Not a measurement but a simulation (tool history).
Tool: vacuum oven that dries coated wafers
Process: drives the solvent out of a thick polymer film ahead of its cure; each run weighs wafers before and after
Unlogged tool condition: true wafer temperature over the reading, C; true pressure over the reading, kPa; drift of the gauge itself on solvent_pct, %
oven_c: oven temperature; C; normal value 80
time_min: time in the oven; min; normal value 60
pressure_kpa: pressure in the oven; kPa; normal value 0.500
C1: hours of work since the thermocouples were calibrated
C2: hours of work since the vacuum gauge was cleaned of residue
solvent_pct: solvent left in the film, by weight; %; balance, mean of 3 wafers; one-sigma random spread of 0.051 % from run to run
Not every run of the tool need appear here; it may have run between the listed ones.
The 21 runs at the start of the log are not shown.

run 22 day=35.596 | oven_c=89 time_min=47 pressure_kpa=1.838 | C1=92 C2=1247 | solvent_pct=0.88
run 23 day=37.908 | oven_c=89 time_min=47 pressure_kpa=1.838 | C1=134 C2=1290 | solvent_pct=0.81
run 24 day=39.450 | oven_c=89 time_min=71 pressure_kpa=1.529 | C1=162 C2=1318 | solvent_pct=0.52
run 25 day=41.650 | oven_c=92 time_min=87 pressure_kpa=0.948 | C1=203 C2=1358 | solvent_pct=0.29
run 26 day=43.892 | oven_c=80 time_min=95 pressure_kpa=0.478 | C1=244 C2=1399 | solvent_pct=0.29
run 27 day=45.542 | oven_c=80 time_min=95 pressure_kpa=0.478 | C1=274 C2=1429 | solvent_pct=0.28
run 28 day=48.033 | oven_c=80 time_min=78 pressure_kpa=0.925 | C1=319 C2=1475 | solvent_pct=0.63
run 29 day=49.188 | oven_c=70 time_min=79 pressure_kpa=0.394 | C1=341 C2=1496 | solvent_pct=1.45
run 30 day=50.979 | oven_c=81 time_min=60 pressure_kpa=0.938 | C1=373 C2=1529 | solvent_pct=0.92
run 31 day=53.392 | oven_c=81 time_min=60 pressure_kpa=0.938 | C1=418 C2=1573 | solvent_pct=0.99
run 32 day=55.754 | oven_c=80 time_min=49 pressure_kpa=0.500 | C1=461 C2=1616 | solvent_pct=1.31
run 33 day=57.042 | oven_c=76 time_min=60 pressure_kpa=0.500 | C1=484 C2=1640 | solvent_pct=1.35

Run 34 has not been measured yet. What should we expect?
run 34 day=59.396 | oven_c=83 time_min=60 pressure_kpa=0.620 | C1=527 C2=1683 | solvent_pct=?

{"run 34": {"solvent_pct": 0.62}}
Minus the tool's unlogged condition, the same run would have read solvent_pct 0.62 %.
